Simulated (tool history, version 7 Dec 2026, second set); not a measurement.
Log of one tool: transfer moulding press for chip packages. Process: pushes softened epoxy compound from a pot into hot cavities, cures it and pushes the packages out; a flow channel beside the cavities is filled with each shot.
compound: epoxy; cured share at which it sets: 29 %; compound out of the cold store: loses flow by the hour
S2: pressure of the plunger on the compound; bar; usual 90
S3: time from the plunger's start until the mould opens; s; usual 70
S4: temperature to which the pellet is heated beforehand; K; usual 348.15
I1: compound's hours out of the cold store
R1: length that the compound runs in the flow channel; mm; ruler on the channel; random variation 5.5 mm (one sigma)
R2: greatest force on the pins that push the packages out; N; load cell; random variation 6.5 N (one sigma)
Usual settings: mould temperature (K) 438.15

Run 1, hour 0: usual settings; I1 19.3. Result: R1 675 mm, R2 253 N.
Run 2, hour 9.8: usual settings; I1 37.1. Result: R1 630 mm, R2 243 N.
Run 3, hour 25.8: usual settings; I1 9.5. Result: R1 717 mm, R2 264 N.
Run 4, hour 37.2: usual settings; I1 28.4. Result: R1 659 mm, R2 252 N.
Run 5, hour 50.1: usual settings; I1 16. Result: R1 693 mm, R2 252 N.
Run 6, hour 62: usual settings but S4 342.15 K; I1 14.1. Result: R1 705 mm, R2 272 N.
Run 7, hour 73.1: usual settings but S3 77 s; I1 29.1. Result: R1 653 mm, R2 225 N.
Run 8, hour 88.4: usual settings but mould temperature (K) 439.15; I1 23.2. Result: R1 669 mm, R2 235 N.
Run 9, hour 106: usual settings but mould temperature (K) 439.15, S2 101.5 bar, S3 60 s, S4 344.15 K; I1 27.8. Result: R1 695 mm, R2 349 N.
Run 10, hour 117.4: usual settings but S2 101.5 bar, S3 60 s, S4 349.15 K; I1 36.9. Result: R1 668 mm, R2 357 N.
Run 11, hour 130: usual settings but S2 102.1 bar, S3 107 s, S4 357.15 K; I1 40.9. Result: R1 665 mm, R2 191 N.
Run 12, hour 149.2: usual settings but S2 102.1 bar, S3 107 s, S4 357.15 K; I1 13.1. Result: R1 756 mm, R2 200 N.
Run 13, hour 167.4: usual settings but S2 79.5 bar, S3 71 s; I1 43.3. Result: R1 568 mm, R2 241 N.
Run 14, hour 185.1: usual settings but S2 79.5 bar, S3 71 s; I1 35.5. Result: R1 594 mm, R2 248 N.
Run 15, hour 202.1: usual settings but mould temperature (K) 442.15, S2 83.2 bar; I1 21.9. Result: R1 642 mm, R2 214 N.
Run 16, hour 211.8: usual settings but mould temperature (K) 433.15, S2 83.2 bar, S3 98 s, S4 356.15 K; I1 21. Result: R1 660 mm, R2 207 N.

Not shown: 4 entries that the log had between the listed runs. Between which runs, and how does the tool's hidden state differ before and after?
Between runs 4 and 5: cavities cleaned with cleaning compound and waxed (hour 45)
  pressure that reaches the compound, % of what is set: 99.98 -> 99.97; grip of the stained cavities, % over clean ones': 0.9 -> 0.2
Between runs 9 and 10: cavities cleaned with cleaning compound and waxed (hour 114)
  pressure that reaches the compound, % of what is set: 99.94 -> 99.93; grip of the stained cavities, % over clean ones': 1 -> 0.1
Between runs 13 and 14: cavities cleaned with cleaning compound and waxed (hour 184.3)
  pressure that reaches the compound, % of what is set: 99.9 -> 99.89; grip of the stained cavities, % over clean ones': 0.9 -> 0
Between runs 14 and 15: plunger's sealing rings changed (hour 195.5)
  pressure that reaches the compound, % of what is set: 99.89 -> 99.99; grip of the stained cavities, % over clean ones': 0 -> 0.4
